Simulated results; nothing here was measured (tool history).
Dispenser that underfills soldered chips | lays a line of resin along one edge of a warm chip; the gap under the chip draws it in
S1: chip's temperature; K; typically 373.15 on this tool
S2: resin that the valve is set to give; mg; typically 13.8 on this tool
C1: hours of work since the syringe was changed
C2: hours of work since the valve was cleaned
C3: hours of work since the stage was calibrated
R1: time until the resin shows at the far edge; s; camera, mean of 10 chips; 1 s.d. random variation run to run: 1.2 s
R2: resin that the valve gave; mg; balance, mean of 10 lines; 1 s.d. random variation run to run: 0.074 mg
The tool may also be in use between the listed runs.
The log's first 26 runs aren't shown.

Run 27, hour 104.4: usual settings but S1 385.15 K, S2 17.9 mg; C1 4; C2 104; C3 145. Result: R1 79.1 s, R2 16.00 mg.
Run 28, hour 110.0: usual settings but S1 369.15 K, S2 17.7 mg; C1 8; C2 109; C3 149. Result: R1 174.0 s, R2 15.75 mg.
At hour 111.2: new syringe of resin.
At hour 115.7: dispensing valve cleaned and set on the balance.
Run 29, hour 115.7: usual settings but S1 369.15 K, S2 17.7 mg; C1 3; C2 0; C3 152. Result: R1 146.0 s, R2 17.80 mg.
Run 30, hour 120.3: usual settings but S1 369.15 K, S2 17.7 mg; C1 6; C2 4; C3 156. Result: R1 161.2 s, R2 17.82 mg.
At hour 124.2: new syringe of resin.
Run 31, hour 125.5: usual settings but S1 380.15 K, S2 13.1 mg; C1 1; C2 7; C3 160. Result: R1 89.7 s, R2 13.14 mg.
Run 32, hour 128.5: usual settings but S1 367.15 K, S2 15.5 mg; C1 3; C2 10; C3 162. Result: R1 162.7 s, R2 15.32 mg.
Run 33, hour 132.2: usual settings but S1 367.15 K, S2 15.5 mg; C1 6; C2 13; C3 165. Result: R1 176.8 s, R2 15.28 mg.
At hour 136.1: new syringe of resin.
Run 34, hour 137.9: usual settings but S1 362.15 K, S2 16.8 mg; C1 1; C2 17; C3 169. Result: R1 185.0 s, R2 16.44 mg.

Branching from run 34: 4 alternative next runs. What would each branch give?
Run A, hour 141.1: usual settings but S1 369.15 K, S2 17.7 mg; C1 4; C2 20; C3 172. Result: R1 ?, R2 ?.
Run B, hour 141.1: usual settings but S1 362.15 K, S2 14.3 mg; C1 4; C2 20; C3 172. Result: R1 ?, R2 ?.
Run C, hour 141.1: usual settings but S1 374.15 K, S2 14.0 mg; C1 4; C2 20; C3 172. Result: R1 ?, R2 ?.
Run D, hour 141.1: usual settings but S1 374.15 K, S2 17.1 mg; C1 4; C2 20; C3 172. Result: R1 ?, R2 ?.

run     R1     R2
  A  151.6  17.46
  B  203.0  14.17
  C  121.9  13.64
  D  122.6  16.81
With no hidden state in the tool, these same runs would have given:
run     R1     R2
  A  135.9  17.75
  B  182.0  14.40
  C  109.0  13.87
  D  109.8  17.09
